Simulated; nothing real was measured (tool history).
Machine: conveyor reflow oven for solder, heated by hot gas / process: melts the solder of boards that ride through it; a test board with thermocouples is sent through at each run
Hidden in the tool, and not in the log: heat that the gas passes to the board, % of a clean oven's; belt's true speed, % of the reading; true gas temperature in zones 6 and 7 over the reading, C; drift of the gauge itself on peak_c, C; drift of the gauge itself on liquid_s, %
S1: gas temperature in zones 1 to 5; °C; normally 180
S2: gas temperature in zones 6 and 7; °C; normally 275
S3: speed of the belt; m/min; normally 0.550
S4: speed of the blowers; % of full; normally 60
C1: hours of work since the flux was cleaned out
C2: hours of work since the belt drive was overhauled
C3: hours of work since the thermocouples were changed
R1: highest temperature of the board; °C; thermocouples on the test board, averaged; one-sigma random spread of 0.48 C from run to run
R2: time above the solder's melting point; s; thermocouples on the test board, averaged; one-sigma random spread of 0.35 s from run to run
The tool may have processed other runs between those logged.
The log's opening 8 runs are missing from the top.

run	hour	S1	S2	S3	S4	C1	C2	C3	R1	R2
9	56.4	180	275	0.550	60	93	87	216	262.2	74.8
10	64.2	190	275	0.550	60	97	91	220	264.1	80.4
11	71.8	190	275	0.550	60	101	95	224	263.4	81.1
12	78.1	190	275	0.550	60	104	98	227	263.0	80.7
13	83.0	190	275	0.550	60	106	101	230	263.5	80.8
14	88.7	190	275	0.550	60	109	104	232	264.2	80.7
15	96.7	190	275	0.550	61	113	108	236	264.3	80.6
16	106.3	189	275	0.550	60	118	113	241	262.9	80.3
17	111.1	189	275	0.550	60	121	115	244	263.6	79.3
18	119.1	182	280	0.584	87	125	119	248	271.0	76.4
19	124.1	182	280	0.584	87	127	122	250	270.7	76.9
20	128.7	175	275	0.550	60	130	124	253	261.1	72.7
21	138.3	175	275	0.550	60	134	129	258	261.2	72.7
22	145.9	175	275	0.550	60	138	133	261	261.1	73.4
23	152.8	180	265	0.589	60	142	136	265	250.5	62.6
24	158.8	180	275	0.626	60	145	139	268	257.9	62.9
25	165.6	180	275	0.545	52	148	142	271	260.1	74.5
26	174.9	175	265	0.460	60	153	147	276	256.9	85.6
27	179.5	184	264	0.621	75	155	150	278	252.6	63.5
28	184.4	170	287	0.478	66	158	152	281	276.9	91.7
29	188.9	189	275	0.478	66	160	154	283	267.4	94.9
30	195.4	181	278	0.486	81	163	158	286	271.4	92.7

4 options for the next run, each taken on its own from the tool as it stands now. Forecast them:
A	200.1	181	288	0.486	81	166	160	289	?	?
B	200.1	180	275	0.521	57	166	160	289	?	?
C	200.1	179	278	0.486	84	166	160	289	?	?
D	200.1	168	280	0.486	57	166	160	289	?	?

run	R1	R2
A	281.7	96.0
B	262.4	80.0
C	271.6	91.0
D	267.7	84.3
What these runs would have given with no unlogged condition in the tool:
run	R1	R2
A	281.9	96.0
B	262.6	80.1
C	271.8	91.1
D	267.9	84.4

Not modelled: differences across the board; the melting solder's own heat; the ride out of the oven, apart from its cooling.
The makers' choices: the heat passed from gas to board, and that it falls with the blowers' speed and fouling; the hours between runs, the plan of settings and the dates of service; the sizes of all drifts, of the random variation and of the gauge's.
